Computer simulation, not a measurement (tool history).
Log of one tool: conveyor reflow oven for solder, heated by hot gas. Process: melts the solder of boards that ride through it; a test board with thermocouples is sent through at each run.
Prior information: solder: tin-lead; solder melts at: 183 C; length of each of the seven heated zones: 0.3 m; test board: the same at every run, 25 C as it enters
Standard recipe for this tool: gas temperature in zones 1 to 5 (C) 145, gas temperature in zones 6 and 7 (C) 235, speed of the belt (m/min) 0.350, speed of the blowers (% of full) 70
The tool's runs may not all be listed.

run,hour,gas temperature in zones 1 to 5 (C),gas temperature in zones 6 and 7 (C),speed of the belt (m/min),speed of the blowers (% of full),highest temperature of the board (C),time above the solder's melting point (s)
1,0.0,145,235,0.350,70,214.5,76.4
2,22.8,145,235,0.350,70,215.8,78.1
3,35.0,156,235,0.350,70,218.0,87.0
4,52.3,156,235,0.350,70,218.0,87.4
5,62.1,156,235,0.337,70,219.2,92.4
6,74.3,156,235,0.337,70,219.3,92.2
7,85.5,145,235,0.350,70,215.8,78.0
8,96.3,145,235,0.350,70,215.5,77.7
9,106.8,145,235,0.350,70,215.7,78.2
10,116.4,145,235,0.350,70,215.7,77.9
11,132.7,145,235,0.350,70,215.7,78.5
12,151.0,145,235,0.350,70,215.4,77.8
13,160.4,145,235,0.350,70,215.6,78.6
14,169.7,145,235,0.408,70,209.7,59.2
15,182.1,145,235,0.350,70,215.5,78.5
16,196.9,145,235,0.350,70,215.2,77.3
17,212.1,145,234,0.282,70,221.4,105.6
18,223.6,145,231,0.418,76,207.2,54.4
19,239.3,145,231,0.418,76,207.0,54.0
20,251.3,145,231,0.418,76,207.1,54.3
21,268.6,157,235,0.350,57,214.4,82.3
22,285.0,133,239,0.332,70,217.5,78.5
23,294.1,133,239,0.332,70,217.7,78.3
24,306.4,158,224,0.350,70,209.1,77.4
25,319.6,158,224,0.350,70,209.0,78.1
26,333.2,145,235,0.369,76,214.6,72.3
27,347.6,145,235,0.369,76,214.6,71.8
28,364.5,138,235,0.339,76,216.2,77.1
29,376.7,133,229,0.350,70,207.1,60.7
30,387.0,131,230,0.350,70,207.3,60.1
31,395.7,145,244,0.350,63,220.0,81.6
32,410.9,136,244,0.301,63,224.0,95.7

Missing from the log above: 3 entries noted between runs. For each, name the pair of listed runs it sits between and say how the tool's hidden condition differs from the listed run just before to the listed run just after:
Logged between run 1 and run 2: flux residue cleaned out of gas plates and filters (hour 19.7)
  heat that the gas passes to the board, % of a clean oven's: 94.4 -> 99.2; belt's true speed, % of the reading: 99.44 -> 99.43; true gas temperature in zones 6 and 7 over the reading, C: 0.84 -> 0.85
  measured minus no-state result, highest temperature of the board (C): -0.7 -> +0.7; time above the solder's melting point (s): -0.7 -> +1.2
Logged between run 10 and run 11: belt drive overhauled, speed set with a stopwatch (hour 121.8)
  heat that the gas passes to the board, % of a clean oven's: 98.3 -> 98.1; belt's true speed, % of the reading: 99.38 -> 99.14; true gas temperature in zones 6 and 7 over the reading, C: 0.92 -> 0.93
  measured minus no-state result, highest temperature of the board (C): +0.5 -> +0.6; time above the solder's melting point (s): +0.9 -> +1.2
Logged between run 15 and run 16: belt drive overhauled, speed set with a stopwatch, once more (hour 188.7)
  heat that the gas passes to the board, % of a clean oven's: 97.6 -> 97.5; belt's true speed, % of the reading: 99.11 -> 99.97; true gas temperature in zones 6 and 7 over the reading, C: 0.96 -> 0.97
  measured minus no-state result, highest temperature of the board (C): +0.5 -> +0.1; time above the solder's melting point (s): +1.1 -> +0.0

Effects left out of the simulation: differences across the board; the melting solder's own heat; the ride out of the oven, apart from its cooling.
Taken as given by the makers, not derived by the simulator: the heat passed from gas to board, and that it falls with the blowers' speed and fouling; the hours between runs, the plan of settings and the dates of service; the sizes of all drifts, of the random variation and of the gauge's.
